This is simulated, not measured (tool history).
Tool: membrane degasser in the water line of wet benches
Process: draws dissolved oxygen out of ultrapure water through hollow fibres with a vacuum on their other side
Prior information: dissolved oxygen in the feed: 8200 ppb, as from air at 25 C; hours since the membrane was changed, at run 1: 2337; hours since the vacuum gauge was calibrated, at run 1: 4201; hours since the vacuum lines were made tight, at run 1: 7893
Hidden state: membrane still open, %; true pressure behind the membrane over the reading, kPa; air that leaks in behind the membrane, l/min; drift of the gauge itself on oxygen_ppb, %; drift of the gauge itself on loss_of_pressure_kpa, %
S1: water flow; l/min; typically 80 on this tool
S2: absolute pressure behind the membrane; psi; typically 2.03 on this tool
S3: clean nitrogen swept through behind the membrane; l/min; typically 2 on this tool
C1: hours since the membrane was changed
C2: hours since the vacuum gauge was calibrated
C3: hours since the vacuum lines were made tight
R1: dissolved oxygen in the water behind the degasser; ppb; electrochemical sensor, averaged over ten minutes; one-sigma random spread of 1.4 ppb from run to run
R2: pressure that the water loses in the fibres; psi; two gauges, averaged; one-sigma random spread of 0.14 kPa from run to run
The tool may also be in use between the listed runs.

run 1 day=0 | S1=80 S2=2.03 S3=2 | C1=2337 C2=4201 C3=7893 | R1=836.5 R2=5.741
run 2 day=2.125 | S1=80 S2=2.03 S3=2 | C1=2388 C2=4252 C3=7944 | R1=839.2 R2=5.777
run 3 day=4.796 | S1=80 S2=2.03 S3=2 | C1=2452 C2=4316 C3=8008 | R1=838.8 R2=5.765
run 4 day=7.683 | S1=80 S2=2.03 S3=2 | C1=2521 C2=4385 C3=8077 | R1=837.5 R2=5.728
run 5 day=9.808 | S1=80 S2=2.03 S3=2 | C1=2572 C2=4436 C3=8128 | R1=839 R2=5.755
run 6 day=13.979 | S1=80 S2=2.03 S3=2 | C1=2672 C2=4536 C3=8228 | R1=838.5 R2=5.783
run 7 day=18.933 | S1=80 S2=2.03 S3=1.64 | C1=2791 C2=4655 C3=8347 | R1=963.7 R2=5.752
run 8 day=24.054 | S1=80 S2=2.03 S3=1.64 | C1=2914 C2=4778 C3=8470 | R1=965.3 R2=5.741
run 9 day=26.225 | S1=80 S2=2.03 S3=1.64 | C1=2966 C2=4830 C3=8522 | R1=963 R2=5.791
run 10 day=28.433 | S1=80 S2=3.93 S3=1.64 | C1=3019 C2=4883 C3=8575 | R1=1873.4 R2=5.796
run 11 day=30.996 | S1=80 S2=3.93 S3=1.64 | C1=3081 C2=4944 C3=8636 | R1=1866.8 R2=5.761
run 12 day=33.504 | S1=60 S2=2.03 S3=2 | C1=3141 C2=5005 C3=8697 | R1=659.2 R2=4.335
run 13 day=37.362 | S1=60 S2=2.03 S3=2 | C1=3233 C2=5097 C3=8789 | R1=660.3 R2=4.318
run 14 day=40.242 | S1=60 S2=2.03 S3=2 | C1=3302 C2=5166 C3=8858 | R1=659.1 R2=4.361
run 15 day=43.675 | S1=60 S2=2.03 S3=2 | C1=3385 C2=5249 C3=8941 | R1=659.7 R2=4.364
run 16 day=47.612 | S1=80 S2=2.03 S3=1.21 | C1=3479 C2=5343 C3=9035 | R1=1179.7 R2=5.787
run 17 day=52.15 | S1=80 S2=2.03 S3=2.25 | C1=3588 C2=5452 C3=9144 | R1=773.2 R2=5.745
run 18 day=56.583 | S1=60 S2=3.84 S3=1.19 | C1=3695 C2=5559 C3=9251 | R1=1855.2 R2=4.318
-- day=58.092 seals of the vacuum lines changed
run 19 day=61.525 | S1=92 S2=1.48 S3=4.37 | C1=3811 C2=5675 C3=82 | R1=384.7 R2=6.675
run 20 day=65.85 | S1=80 S2=2.42 S3=4.71 | C1=3915 C2=5779 C3=186 | R1=530 R2=5.788
run 21 day=69.633 | S1=93 S2=2.03 S3=2.23 | C1=4006 C2=5870 C3=277 | R1=894.6 R2=6.799
-- day=70.05 vacuum gauge calibrated
run 22 day=73.7 | S1=93 S2=3 S3=2.67 | C1=4103 C2=88 C3=374 | R1=1182.4 R2=6.72
run 23 day=76.238 | S1=74 S2=4.82 S3=2.04 | C1=4164 C2=148 C3=435 | R1=1840.6 R2=5.378
run 24 day=78.446 | S1=74 S2=4.82 S3=2.04 | C1=4217 C2=201 C3=488 | R1=1845.5 R2=5.368
run 25 day=83.283 | S1=80 S2=2.52 S3=0.9 | C1=4333 C2=318 C3=604 | R1=1791.6 R2=5.787
run 26 day=87.971 | S1=80 S2=2.52 S3=0.9 | C1=4446 C2=430 C3=717 | R1=1791.2 R2=5.778
run 27 day=90.138 | S1=80 S2=2.52 S3=0.9 | C1=4498 C2=482 C3=769 | R1=1792.9 R2=5.799
run 28 day=94.504 | S1=80 S2=2.22 S3=2.59 | C1=4602 C2=587 C3=873 | R1=777.5 R2=5.82
-- day=95.983 vacuum gauge calibrated, once more
run 29 day=97.771 | S1=128 S2=1.84 S3=2 | C1=4680 C2=43 C3=951 | R1=1147 R2=9.316

Run 30 has not been measured yet. What should we expect?
run 30 day=101.779 | S1=128 S2=4.25 S3=1.49 | C1=4776 C2=139 C3=1047 | R1=? R2=?

R1: 2843.9 ppb
R2: 9.288 psi
Minus the tool's unlogged condition, the same run would have read R1 2837.8 ppb, R2 9.119 psi.

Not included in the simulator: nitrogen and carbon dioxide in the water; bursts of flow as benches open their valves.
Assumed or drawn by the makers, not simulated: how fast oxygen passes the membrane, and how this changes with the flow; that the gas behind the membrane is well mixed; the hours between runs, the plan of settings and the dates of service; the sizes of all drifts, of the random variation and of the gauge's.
